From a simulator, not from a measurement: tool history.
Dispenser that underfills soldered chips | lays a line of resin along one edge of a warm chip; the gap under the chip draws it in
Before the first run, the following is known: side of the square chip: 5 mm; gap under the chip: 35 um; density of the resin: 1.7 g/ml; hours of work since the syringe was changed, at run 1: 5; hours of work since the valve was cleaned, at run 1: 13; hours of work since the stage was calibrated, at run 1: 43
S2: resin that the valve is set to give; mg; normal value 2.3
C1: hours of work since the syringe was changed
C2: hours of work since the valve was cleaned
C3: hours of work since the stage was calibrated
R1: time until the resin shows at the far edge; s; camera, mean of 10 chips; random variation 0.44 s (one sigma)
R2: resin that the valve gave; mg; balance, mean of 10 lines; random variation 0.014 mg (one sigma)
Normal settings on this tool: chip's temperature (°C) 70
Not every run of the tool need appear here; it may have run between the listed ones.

run 1 day=0 | chip's_temperature_(°C)=70 S2=2.3 | C1=5 C2=13 C3=43 | R1=40.7 R2=2.28
run 2 day=0.292 | chip's_temperature_(°C)=70 S2=2.7 | C1=10 C2=18 C3=48 | R1=52.2 R2=2.67
-- day=0.342 new syringe of resin
-- day=0.942 new syringe of resin
run 3 day=0.942 | chip's_temperature_(°C)=70 S2=2.7 | C1=0 C2=29 C3=59 | R1=32.7 R2=2.61
run 4 day=1.246 | chip's_temperature_(°C)=70 S2=2.4 | C1=5 C2=35 C3=65 | R1=41.5 R2=2.31
-- day=1.546 new syringe of resin
run 5 day=1.917 | chip's_temperature_(°C)=70 S2=2.4 | C1=7 C2=46 C3=76 | R1=42.6 R2=2.33
-- day=2.171 new syringe of resin
run 6 day=2.504 | chip's_temperature_(°C)=70 S2=2.4 | C1=6 C2=57 C3=87 | R1=43.3 R2=2.28
-- day=2.817 new syringe of resin
-- day=2.858 dispensing valve cleaned and set on the balance
run 7 day=3.179 | chip's_temperature_(°C)=70 S2=2.4 | C1=6 C2=6 C3=98 | R1=41 R2=2.4
-- day=3.479 new syringe of resin
run 8 day=3.646 | chip's_temperature_(°C)=70 S2=2.4 | C1=3 C2=14 C3=106 | R1=38 R2=2.35
-- day=4.083 new syringe of resin
run 9 day=4.179 | chip's_temperature_(°C)=56 S2=2.3 | C1=2 C2=23 C3=115 | R1=54.3 R2=2.26
run 10 day=4.588 | chip's_temperature_(°C)=70 S2=2.3 | C1=9 C2=31 C3=123 | R1=49.7 R2=2.21
-- day=4.696 new syringe of resin
run 11 day=5.008 | chip's_temperature_(°C)=70 S2=2.72 | C1=6 C2=38 C3=130 | R1=42.9 R2=2.62
-- day=5.321 new syringe of resin
run 12 day=5.696 | chip's_temperature_(°C)=70 S2=2.72 | C1=7 C2=50 C3=142 | R1=43.1 R2=2.63
-- day=5.917 new syringe of resin
run 13 day=6.146 | chip's_temperature_(°C)=70 S2=2.3 | C1=4 C2=58 C3=150 | R1=41.2 R2=2.16
-- day=6.462 dispensing valve cleaned and set on the balance
-- day=6.562 new syringe of resin
run 14 day=6.575 | chip's_temperature_(°C)=70 S2=2.3 | C1=0 C2=2 C3=157 | R1=33.7 R2=2.3
run 15 day=7.096 | chip's_temperature_(°C)=70 S2=2.3 | C1=10 C2=11 C3=166 | R1=51.9 R2=2.27
-- day=7.183 new syringe of resin
run 16 day=7.579 | chip's_temperature_(°C)=70 S2=2.3 | C1=7 C2=20 C3=175 | R1=46.4 R2=2.27
-- day=7.808 new syringe of resin
run 17 day=8.125 | chip's_temperature_(°C)=64 S2=2.3 | C1=6 C2=29 C3=184 | R1=51.8 R2=2.26
-- day=8.412 new syringe of resin
run 18 day=8.567 | chip's_temperature_(°C)=64 S2=2.3 | C1=3 C2=37 C3=192 | R1=45.5 R2=2.24
run 19 day=8.988 | chip's_temperature_(°C)=64 S2=2.86 | C1=10 C2=44 C3=199 | R1=63.1 R2=2.76
-- day=9.05 new syringe of resin
run 20 day=9.425 | chip's_temperature_(°C)=75 S2=2.44 | C1=7 C2=52 C3=207 | R1=39.8 R2=2.35
-- day=9.667 new syringe of resin
run 21 day=9.912 | chip's_temperature_(°C)=55 S2=2.53 | C1=4 C2=61 C3=216 | R1=66.3 R2=2.4
-- day=10.05 dispensing valve cleaned and set on the balance
-- day=10.308 new syringe of resin
run 22 day=10.308 | chip's_temperature_(°C)=78 S2=2.33 | C1=0 C2=4 C3=222 | R1=26.4 R2=2.32
run 23 day=10.792 | chip's_temperature_(°C)=78 S2=2.33 | C1=9 C2=13 C3=230 | R1=39.3 R2=2.27
-- day=10.938 new syringe of resin
run 24 day=11.333 | chip's_temperature_(°C)=70 S2=2.5 | C1=7 C2=23 C3=240 | R1=45 R2=2.44
-- day=11.538 new syringe of resin
run 25 day=11.675 | chip's_temperature_(°C)=70 S2=2.5 | C1=2 C2=29 C3=246 | R1=37.9 R2=2.44
-- day=12.179 new syringe of resin
run 26 day=12.308 | chip's_temperature_(°C)=59 S2=2.14 | C1=2 C2=40 C3=257 | R1=54.3 R2=2.07
run 27 day=12.738 | chip's_temperature_(°C)=66 S2=2.33 | C1=10 C2=47 C3=265 | R1=60.8 R2=2.22
-- day=12.788 new syringe of resin
run 28 day=13.308 | chip's_temperature_(°C)=62 S2=2.69 | C1=9 C2=57 C3=275 | R1=66.8 R2=2.58
-- day=13.388 new syringe of resin
-- day=13.671 dispensing valve cleaned and set on the balance
run 29 day=13.742 | chip's_temperature_(°C)=59 S2=2.22 | C1=6 C2=1 C3=282 | R1=62.3 R2=2.21
-- day=14.029 new syringe of resin
run 30 day=14.067 | chip's_temperature_(°C)=70 S2=2.3 | C1=1 C2=7 C3=287 | R1=35.2 R2=2.28
run 31 day=14.371 | chip's_temperature_(°C)=70 S2=2.3 | C1=6 C2=12 C3=293 | R1=45.1 R2=2.29
-- day=14.65 new syringe of resin
run 32 day=14.717 | chip's_temperature_(°C)=73 S2=2.74 | C1=1 C2=18 C3=299 | R1=32.6 R2=2.7
run 33 day=15.083 | chip's_temperature_(°C)=73 S2=2.74 | C1=8 C2=25 C3=305 | R1=45.6 R2=2.69
-- day=15.25 new syringe of resin
run 34 day=15.517 | chip's_temperature_(°C)=73 S2=2.74 | C1=5 C2=32 C3=313 | R1=37.6 R2=2.66
-- day=15.871 new syringe of resin
run 35 day=16.021 | chip's_temperature_(°C)=66 S2=2.44 | C1=3 C2=41 C3=322 | R1=44.1 R2=2.35
run 36 day=16.383 | chip's_temperature_(°C)=70 S2=2.07 | C1=9 C2=48 C3=328 | R1=53.6 R2=1.99

Each row is a separate what-if for the run after 36, all from the same tool condition, not one after another. Results?
-- day=16.462 new syringe of resin
run A day=17.012 | chip's_temperature_(°C)=70 S2=2.6 | C1=10 C2=59 C3=339 | R1=? R2=?
-- day=16.462 new syringe of resin
run B day=17.012 | chip's_temperature_(°C)=67 S2=2.5 | C1=10 C2=59 C3=339 | R1=? R2=?
-- day=16.462 new syringe of resin
run C day=17.012 | chip's_temperature_(°C)=83 S2=2.05 | C1=10 C2=59 C3=339 | R1=? R2=?

run=A R1=53.5 R2=2.45
run=B R1=58.9 R2=2.4
run=C R1=38.1 R2=1.93
The same runs, with their run-to-run variation unchanged, on a tool lacking any hidden condition would have given:
run=A R1=31.5 R2=2.59
run=B R1=34.5 R2=2.53
run=C R1=22.2 R2=2.04

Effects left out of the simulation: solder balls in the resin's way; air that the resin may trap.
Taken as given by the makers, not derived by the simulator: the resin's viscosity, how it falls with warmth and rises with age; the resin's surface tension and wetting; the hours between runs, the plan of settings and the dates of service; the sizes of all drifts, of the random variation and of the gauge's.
